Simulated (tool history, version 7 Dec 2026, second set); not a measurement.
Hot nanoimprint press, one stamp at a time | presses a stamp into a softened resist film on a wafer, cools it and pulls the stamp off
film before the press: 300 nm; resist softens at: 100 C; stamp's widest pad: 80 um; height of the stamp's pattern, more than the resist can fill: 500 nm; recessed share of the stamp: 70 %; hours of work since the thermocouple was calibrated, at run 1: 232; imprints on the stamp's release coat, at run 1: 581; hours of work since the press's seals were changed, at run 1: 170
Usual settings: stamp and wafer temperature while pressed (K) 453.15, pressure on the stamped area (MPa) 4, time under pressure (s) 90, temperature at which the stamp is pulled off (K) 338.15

run,hour,stamp and wafer temperature while pressed (K),pressure on the stamped area (MPa),time under pressure (s),temperature at which the stamp is pulled off (K),hours of work since the thermocouple was calibrated,imprints on the stamp's release coat,hours of work since the press's seals were changed,resist left under the stamp's widest pad (angstrom),greatest force while the stamp is pulled off (N)
1,0,453.15,4,90,338.15,232,581,170,1249,118
2,19.4,453.15,4,90,338.15,240,647,178,1260,118
3,37,441.15,4,90,338.15,248,707,186,2142,119
4,50.8,441.15,4,90,338.15,254,753,192,2159,117
5,63.1,453.15,4,90,338.15,260,795,198,1257,118
6,88.7,453.15,4,90,338.15,271,882,209,1249,121
7,100.5,453.15,4,90,338.15,276,922,214,1241,121
8,113.3,453.15,4,90,338.15,282,966,220,1278,120
# hour 126.1: stamp cleaned and given a new release coat
9,135.5,453.15,4,90,338.15,289,31,227,1268,105
10,153.7,453.15,4.06,90,338.15,297,93,236,1269,106
11,167.7,453.15,4,90,338.15,304,141,242,1265,109
12,187.1,453.15,4,139,338.15,312,207,250,1067,109
13,209.1,453.15,3.04,90,338.15,322,281,260,1427,108
14,221.6,453.15,3.04,90,338.15,328,324,266,1433,108
# hour 226.7: plate thermocouple calibrated
15,246.4,453.15,3.04,90,338.15,9,398,276,1488,115
16,265.4,453.15,3.04,90,338.15,17,462,284,1472,113
17,287.6,453.15,3.23,172,332.15,27,537,294,1120,129
18,303.7,442.15,3.23,172,332.15,34,592,301,1954,125
19,314.2,442.15,3.23,172,332.15,39,628,306,1932,130
20,332.3,442.15,3.23,172,332.15,47,689,314,1925,131
21,357.9,463.15,4.99,90,325.15,59,776,325,720,141
# hour 371.1: plate thermocouple calibrated, once more
22,374.2,443.15,3.56,100,327.15,1,821,331,1968,139
23,390.5,443.15,3.56,100,327.15,9,877,339,1938,137
24,410.9,443.15,3.56,100,327.15,18,946,348,1949,138
# hour 428.4: stamp cleaned and given a new release coat
25,431.3,453.15,4,97,338.15,24,10,354,1177,102
26,442.5,453.15,4,97,338.15,29,48,359,1180,108
27,465.2,453.15,4,97,338.15,39,125,369,1186,104
28,488.6,453.15,4,97,338.15,50,204,380,1192,111
29,501.1,455.15,2.58,82,325.15,55,247,385,1394,131

3 ways to go on from here, each from the tool as it stands after run 29. What would each give?
A,516.7,455.15,2.58,82,332.15,62,300,392,?,?
B,516.7,459.15,4.39,90,323.15,62,300,392,?,?
C,516.7,455.15,2.5,82,325.15,62,300,392,?,?

run,resist left under the stamp's widest pad (angstrom),greatest force while the stamp is pulled off (N)
A,1408,117
B,868,133
C,1403,132
Without the tool's hidden state the same runs would have given:
run,resist left under the stamp's widest pad (angstrom),greatest force while the stamp is pulled off (N)
A,1374,112
B,841,127
C,1369,127
